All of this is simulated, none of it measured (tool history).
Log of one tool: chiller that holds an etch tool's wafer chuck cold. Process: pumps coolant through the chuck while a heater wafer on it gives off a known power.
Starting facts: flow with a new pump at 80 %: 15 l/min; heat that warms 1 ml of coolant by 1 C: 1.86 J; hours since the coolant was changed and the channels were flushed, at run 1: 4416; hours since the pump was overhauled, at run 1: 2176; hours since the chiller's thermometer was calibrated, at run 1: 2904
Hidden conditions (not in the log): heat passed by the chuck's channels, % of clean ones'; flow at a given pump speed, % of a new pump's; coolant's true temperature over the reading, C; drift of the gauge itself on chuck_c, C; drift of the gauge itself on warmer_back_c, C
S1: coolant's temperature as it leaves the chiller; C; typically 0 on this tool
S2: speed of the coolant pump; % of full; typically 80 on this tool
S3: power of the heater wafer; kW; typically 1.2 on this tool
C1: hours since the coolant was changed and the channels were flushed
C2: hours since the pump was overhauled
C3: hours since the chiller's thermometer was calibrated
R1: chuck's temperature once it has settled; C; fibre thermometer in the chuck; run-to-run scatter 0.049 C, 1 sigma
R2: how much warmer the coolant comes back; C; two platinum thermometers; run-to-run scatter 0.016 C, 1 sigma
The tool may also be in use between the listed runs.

run,hour,S1,S2,S3,C1,C2,C3,R1,R2
1,0,0,80,1.2,4416,2176,2904,8.75,2.67
2,80.6,0,80,1.2,4497,2256,2985,8.77,2.63
3,139.1,0,91,1.2,4555,2315,3043,8.27,2.34
4,229.2,5,80,1.2,4645,2405,3133,13.81,2.64
5,288.7,5,80,1.2,4705,2465,3193,13.75,2.66
6,369.5,0,80,1.2,4786,2545,3274,8.76,2.67
7,460.4,0,80,1.2,4876,2636,3365,8.78,2.66
8,538,0,80,1.2,4954,2714,3442,8.78,2.66
9,625.8,0,80,1.256,5042,2802,3530,9.19,2.79
10,712.1,0,80,1.256,5128,2888,3616,9.19,2.77
# hour 789.6: chiller's thermometer calibrated
11,819.5,0,80,1.508,5235,2994,30,11.47,3.35
12,889.7,0,80,1.508,5305,3065,100,11.34,3.36
13,958.1,0,80,1.508,5373,3133,168,11.35,3.36
14,1012.2,0,80,1.508,5427,3187,223,11.38,3.36
15,1114.9,0,80,1.508,5530,3290,325,11.49,3.35
16,1210.6,-10,64,0.745,5626,3385,421,-3.65,2.07
17,1289.3,-10,64,0.745,5704,3464,500,-3.7,2.07
# hour 1302.1: coolant pump overhauled
18,1387.8,4,96,0.794,5798,86,593,9.49,1.51
19,1442.2,4,68,0.823,5852,140,648,10.73,2.21
# hour 1507.7: coolant pump overhauled, once more
20,1507.7,4,68,1.276,5913,0,708,14.32,3.23
21,1609.7,4,68,1.276,6015,102,810,14.35,3.23
22,1690.4,4,68,1.276,6095,183,891,14.34,3.23
23,1788.7,-1,60,0.819,6194,281,989,5.99,2.35
24,1897.3,-1,60,0.819,6302,390,1098,6.05,2.36
25,1983.4,-1,60,0.819,6388,476,1184,6.11,2.38
26,2039.1,-9,61,0.792,6444,531,1240,-2.12,2.26

For each run, the measured value with the value that run would have given without the tool's hidden condition subtracted. The run-to-run variation is shared by both, the gauge scatter possibly not:
run,R1,R2
1,+0.15,+0.06
2,+0.14,+0.06
3,+0.13,+0.05
4,+0.15,+0.06
5,+0.16,+0.06
6,+0.16,+0.07
7,+0.16,+0.07
8,+0.16,+0.07
9,+0.18,+0.08
10,+0.19,+0.08
11,+0.63,+0.1
12,+0.64,+0.1
13,+0.65,+0.11
14,+0.65,+0.11
15,+0.65,+0.11
16,+0.35,+0.07
17,+0.35,+0.07
18,+0.34,+0.08
19,+0.44,+0.12
20,+0.42,+0
21,+0.42,+0
22,+0.42,+0.01
23,+0.26,+0.01
24,+0.26,+0.02
25,+0.26,+0.02
26,+0.24,+0.01
